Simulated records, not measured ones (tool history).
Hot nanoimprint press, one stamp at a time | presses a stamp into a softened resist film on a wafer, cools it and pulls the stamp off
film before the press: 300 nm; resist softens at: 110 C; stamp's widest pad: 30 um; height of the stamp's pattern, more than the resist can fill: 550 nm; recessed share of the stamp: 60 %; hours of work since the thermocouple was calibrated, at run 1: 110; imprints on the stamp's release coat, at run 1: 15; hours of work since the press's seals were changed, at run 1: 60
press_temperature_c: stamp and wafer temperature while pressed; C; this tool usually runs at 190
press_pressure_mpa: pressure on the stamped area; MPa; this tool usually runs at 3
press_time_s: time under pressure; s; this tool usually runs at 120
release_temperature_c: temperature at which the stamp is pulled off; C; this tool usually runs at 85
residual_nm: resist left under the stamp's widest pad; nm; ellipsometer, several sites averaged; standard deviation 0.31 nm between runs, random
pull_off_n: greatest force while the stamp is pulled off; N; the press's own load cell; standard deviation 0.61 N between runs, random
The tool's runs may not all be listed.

run	hour	press_temperature_c	press_pressure_mpa	press_time_s	release_temperature_c	hours of work since the thermocouple was calibrated	imprints on the stamp's release coat	hours of work since the press's seals were changed	residual_nm	pull_off_n
1	0	190	3	120	85	110	15	60	171.2	158.5
2	22.8	190	3	120	85	123	103	73	171.9	160.3
3	47.1	190	3	120	85	137	197	87	172.6	162.3
4	78.8	190	3	120	85	156	320	105	172.3	165
5	92.8	190	3.23	120	85	164	374	113	165.9	165.8
6	107.5	190	3	65	85	172	430	122	203.2	167.3
7	125.7	190	3	65	85	183	501	132	203.4	167.5
# hour 131: plate thermocouple calibrated
# hour 137: stamp cleaned and given a new release coat
8	155.9	190	3	65	85	11	72	145	203.4	160.4
9	178.2	190	3	65	85	24	159	158	203.2	161.5
10	192.8	199	3	210	85	32	215	166	120.3	163.2
11	217.1	199	3	210	85	46	309	180	120.3	166.3

5 options for the next run, each taken on its own from the tool as it stands now. Forecast them:
A	235.7	197	2.13	210	85	57	381	191	?	?
B	235.7	196	2.35	210	85	57	381	191	?	?
C	235.7	199	3	82	85	57	381	191	?	?
D	235.7	198	3.47	120	78	57	381	191	?	?
E	235.7	189	3	164	85	57	381	191	?	?

run	residual_nm	pull_off_n
A	151.8	166.4
B	147.1	165.9
C	162.2	167.4
D	135.9	184.8
E	162.4	166.8
With the hidden condition removed and each run's random variation left untouched, the same runs would have given:
run	residual_nm	pull_off_n
A	149	157.3
B	144.2	156.9
C	159	158.3
D	132.8	174.9
E	158.8	157.7
